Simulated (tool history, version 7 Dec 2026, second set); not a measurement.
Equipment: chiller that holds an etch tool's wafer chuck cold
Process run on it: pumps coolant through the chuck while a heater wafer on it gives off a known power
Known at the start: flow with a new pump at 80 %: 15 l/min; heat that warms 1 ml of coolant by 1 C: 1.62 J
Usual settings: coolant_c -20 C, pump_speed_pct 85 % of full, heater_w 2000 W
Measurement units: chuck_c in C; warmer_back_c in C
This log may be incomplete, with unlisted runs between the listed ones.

run	hour	coolant_c	pump_speed_pct	heater_w	chuck_c	warmer_back_c
1	0.0	-20	85	2000	-5.7	4.79
2	74.3	-20	85	2000	-5.4	4.78
# hour 85.8: coolant changed, channels flushed
3	151.0	-20	99	2000	-9.3	4.10
4	217.7	-20	91	2000	-8.7	4.51
5	283.2	-20	91	2000	-8.5	4.44
6	359.5	-17	91	2000	-5.6	4.50
7	424.1	-18	71	2378	-1.4	6.90
# hour 435.5: coolant pump overhauled
8	477.8	-20	63	2297	-1.9	7.61
9	520.1	-11	67	2297	6.2	7.18
10	562.8	-10	60	1134	-1.0	3.94

Consider 3 possible next runs. They are alternatives, not a sequence: every one starts from the tool as it was left by run 10. What does each give?
A	632.1	-19	82	2000	?	?
B	632.1	-20	87	2825	?	?
C	632.1	-20	79	2000	?	?

run	chuck_c	warmer_back_c
A	-6.3	5.05
B	-2.7	6.78
C	-6.9	5.28
Without the tool's unlogged condition, the same runs would have read:
run	chuck_c	warmer_back_c
A	-6.7	4.77
B	-3.4	6.40
C	-7.3	4.98
